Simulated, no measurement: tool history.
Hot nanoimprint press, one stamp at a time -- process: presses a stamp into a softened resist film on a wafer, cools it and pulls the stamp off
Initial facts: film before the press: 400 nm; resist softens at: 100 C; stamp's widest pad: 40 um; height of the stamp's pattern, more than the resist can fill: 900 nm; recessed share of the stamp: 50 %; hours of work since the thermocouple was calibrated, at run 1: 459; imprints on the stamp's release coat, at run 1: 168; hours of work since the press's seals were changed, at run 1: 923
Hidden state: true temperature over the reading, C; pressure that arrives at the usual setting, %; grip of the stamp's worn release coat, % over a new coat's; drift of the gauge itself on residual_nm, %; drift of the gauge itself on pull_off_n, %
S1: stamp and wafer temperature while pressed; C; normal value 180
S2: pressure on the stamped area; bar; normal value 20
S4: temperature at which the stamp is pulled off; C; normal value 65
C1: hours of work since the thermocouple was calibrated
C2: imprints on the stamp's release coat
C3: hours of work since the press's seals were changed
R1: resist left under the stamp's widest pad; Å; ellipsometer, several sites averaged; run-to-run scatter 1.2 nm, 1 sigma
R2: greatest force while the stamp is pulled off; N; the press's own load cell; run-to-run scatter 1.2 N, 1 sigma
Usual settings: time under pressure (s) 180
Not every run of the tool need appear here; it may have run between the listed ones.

Run 1, hour 0: usual settings; C1 459; C2 168; C3 923. Result: R1 1808 Å, R2 114 N.
Run 2, hour 85.5: usual settings; C1 514; C2 412; C3 977. Result: R1 1801 Å, R2 114 N.
At hour 125.3: plate thermocouple calibrated.
Run 3, hour 182: usual settings; C1 36; C2 680; C3 1037. Result: R1 1681 Å, R2 114 N.
At hour 215.3: stamp cleaned and given a new release coat.
Run 4, hour 256.4: usual settings; C1 80; C2 118; C3 1081. Result: R1 1667 Å, R2 104 N.
At hour 272: plate thermocouple calibrated, once more.
Run 5, hour 347.3: usual settings but S2 31.5 bar; C1 48; C2 369; C3 1137. Result: R1 1594 Å, R2 119 N.
Run 6, hour 395.5: usual settings but S2 31.5 bar; C1 79; C2 507; C3 1168. Result: R1 1581 Å, R2 120 N.
At hour 493.2: stamp cleaned and given a new release coat.
Run 7, hour 496.8: usual settings; C1 140; C2 10; C3 1229. Result: R1 1898 Å, R2 115 N.
Run 8, hour 577.6: usual settings; C1 191; C2 241; C3 1280. Result: R1 1900 Å, R2 116 N.
Run 9, hour 623.1: usual settings; C1 220; C2 371; C3 1309. Result: R1 1891 Å, R2 116 N.
Run 10, hour 668.2: usual settings but S4 56 C; C1 249; C2 500; C3 1338. Result: R1 1886 Å, R2 142 N.
Run 11, hour 707.9: usual settings but S2 23.9 bar; C1 275; C2 614; C3 1364. Result: R1 1734 Å, R2 116 N.
At hour 736.8: press's hydraulic seals changed and the load cell set to zero.
At hour 771.5: stamp cleaned and given a new release coat.
Run 12, hour 773.8: usual settings but S2 23.9 bar; C1 308; C2 7; C3 20. Result: R1 1657 Å, R2 112 N.
Run 13, hour 825: usual settings but S2 23.9 bar; C1 341; C2 153; C3 53. Result: R1 1662 Å, R2 113 N.
Run 14, hour 898.4: usual settings but S2 23.9 bar; C1 388; C2 363; C3 99. Result: R1 1626 Å, R2 114 N.
Run 15, hour 970.6: usual settings but S1 179 C, S2 16.5 bar; C1 434; C2 570; C3 146. Result: R1 1978 Å, R2 116 N.
Run 16, hour 1033.8: usual settings but S1 179 C, S2 16.5 bar; C1 474; C2 751; C3 186. Result: R1 1983 Å, R2 119 N.
At hour 1044: stamp cleaned and given a new release coat.
Run 17, hour 1110.9: usual settings but S2 17.7 bar; C1 519; C2 191; C3 231. Result: R1 1860 Å, R2 112 N.
At hour 1137.7: plate thermocouple calibrated.
Run 18, hour 1178.7: usual settings but S2 30.7 bar, time under pressure (s) 121; C1 26; C2 377; C3 273. Result: R1 1806 Å, R2 120 N.
Run 19, hour 1270.4: usual settings but S1 168 C, S2 14.5 bar, time under pressure (s) 187, S4 52 C; C1 85; C2 639; C3 331. Result: R1 2999 Å, R2 156 N.
At hour 1320.9: stamp cleaned and given a new release coat.
Run 20, hour 1340.9: usual settings but S1 186 C, S2 19.3 bar, time under pressure (s) 235, S4 59 C; C1 126; C2 58; C3 373. Result: R1 1404 Å, R2 129 N.
Run 21, hour 1408.5: usual settings but S1 186 C, S2 19.3 bar, time under pressure (s) 235, S4 59 C; C1 169; C2 251; C3 416. Result: R1 1372 Å, R2 132 N.
Run 22, hour 1489.1: usual settings but S1 177 C, S2 19.3 bar, time under pressure (s) 235, S4 53 C; C1 221; C2 482; C3 467. Result: R1 1884 Å, R2 149 N.
Run 23, hour 1558.8: usual settings but S1 177 C, S2 19.3 bar, time under pressure (s) 235, S4 53 C; C1 265; C2 681; C3 512. Result: R1 1881 Å, R2 154 N.
At hour 1592.1: stamp cleaned and given a new release coat.
Run 24, hour 1622.4: usual settings but S4 59 C; C1 302; C2 87; C3 549. Result: R1 1829 Å, R2 128 N.
Run 25, hour 1691.4: usual settings but S1 191 C, S2 12.5 bar, time under pressure (s) 326, S4 71 C; C1 346; C2 284; C3 593. Result: R1 1251 Å, R2 95 N.
Run 26, hour 1748.4: usual settings but S1 191 C, S2 12.5 bar, time under pressure (s) 163, S4 58 C; C1 383; C2 448; C3 629. Result: R1 1639 Å, R2 132 N.

Branching from run 26: 3 alternative next runs. What would each branch give?
Run A, hour 1792.9: usual settings but S2 12.5 bar, time under pressure (s) 107, S4 58 C; C1 411; C2 575; C3 658. Result: R1 ?, R2 ?.
Run B, hour 1792.9: usual settings but S1 173 C, S2 12 bar, time under pressure (s) 163, S4 58 C; C1 411; C2 575; C3 658. Result: R1 ?, R2 ?.
Run C, hour 1792.9: usual settings but time under pressure (s) 133, S4 54 C; C1 411; C2 575; C3 658. Result: R1 ?, R2 ?.

run    R1   R2
  A  2586  135
  B  2787  134
  C  1983  147
Had the tool no hidden state, the same runs would have come out as:
run    R1   R2
  A  2700  134
  B  2908  133
  C  2085  145
